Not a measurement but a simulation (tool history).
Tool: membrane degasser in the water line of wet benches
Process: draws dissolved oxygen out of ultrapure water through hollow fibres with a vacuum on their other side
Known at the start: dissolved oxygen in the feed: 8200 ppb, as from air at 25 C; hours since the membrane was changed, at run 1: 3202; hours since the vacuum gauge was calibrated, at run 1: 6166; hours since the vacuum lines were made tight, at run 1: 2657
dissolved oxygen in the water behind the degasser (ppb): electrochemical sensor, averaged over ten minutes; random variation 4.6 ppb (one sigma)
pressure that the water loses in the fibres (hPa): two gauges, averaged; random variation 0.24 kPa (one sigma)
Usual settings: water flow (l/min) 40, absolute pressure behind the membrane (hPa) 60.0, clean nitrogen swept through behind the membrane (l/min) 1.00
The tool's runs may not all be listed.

run	day	water flow (l/min)	absolute pressure behind the membrane (hPa)	clean nitrogen swept through behind the membrane (l/min)	hours since the membrane was changed	hours since the vacuum gauge was calibrated	hours since the vacuum lines were made tight	dissolved oxygen in the water behind the degasser (ppb)	pressure that the water loses in the fibres (hPa)
1	0.000	40	60.0	1.00	3202	6166	2657	459.0	601.0
2	6.988	40	60.0	1.00	3369	6334	2825	446.7	602.3
3	19.621	40	60.0	1.00	3673	6637	3128	458.0	606.4
4	25.579	40	60.0	1.00	3816	6780	3271	451.4	608.7
# day 30.312: vacuum gauge calibrated
5	33.050	40	60.0	1.00	3994	66	3450	450.8	606.8
6	42.183	40	60.0	2.31	4214	285	3669	348.5	607.9
7	52.504	40	60.0	2.31	4461	533	3917	346.1	601.4
8	62.262	40	60.0	2.31	4696	767	4151	357.8	604.7
9	74.479	40	60.0	1.00	4989	1060	4444	454.7	600.0
10	83.017	40	60.0	1.00	5194	1265	4649	460.6	609.6
11	95.188	40	68.7	1.00	5486	1557	4941	521.1	607.2
12	106.188	40	68.7	1.00	5750	1821	5205	519.0	601.4
# day 109.238: seals of the vacuum lines changed
13	112.462	39	60.0	1.00	5898	1970	77	440.4	591.9
14	122.125	39	60.0	1.00	6130	2202	309	438.0	583.0
15	134.438	40	60.0	1.24	6426	2497	605	424.6	606.0
16	146.838	40	60.0	1.21	6723	2795	902	423.6	602.6
17	155.675	40	39.8	1.00	6935	3007	1114	309.0	603.8
18	166.675	31	107.8	0.67	7199	3271	1378	771.5	470.1
19	174.267	31	107.8	0.67	7382	3453	1561	767.9	467.9
20	185.275	57	60.0	0.56	7646	3717	1825	822.7	859.7
21	194.183	57	37.3	0.52	7860	3931	2039	510.4	863.2
22	205.433	57	37.3	0.52	8130	4201	2309	514.5	856.1
23	213.238	26	37.3	0.52	8317	4388	2496	157.9	393.4
24	225.483	26	37.3	0.52	8611	4682	2790	157.3	390.9
25	237.396	40	68.5	1.00	8897	4968	3076	521.5	603.1
26	247.696	40	68.5	1.00	9144	5215	3323	517.3	605.0
27	261.329	40	68.5	1.00	9471	5542	3650	522.4	603.2
28	274.250	36	60.0	1.85	9781	5853	3960	325.1	545.9
# day 277.567: membrane cartridge changed
29	282.996	44	61.4	0.45	130	6058	4166	699.8	667.8

Forecast run 30:
30	296.175	44	61.4	1.86	447	6375	4482	?	?

dissolved oxygen in the water behind the degasser (ppb): 433.1
pressure that the water loses in the fibres (hPa): 666.8
Without the tool's hidden state the same run would have given dissolved oxygen in the water behind the degasser (ppb) 432.8, pressure that the water loses in the fibres (hPa) 666.7.
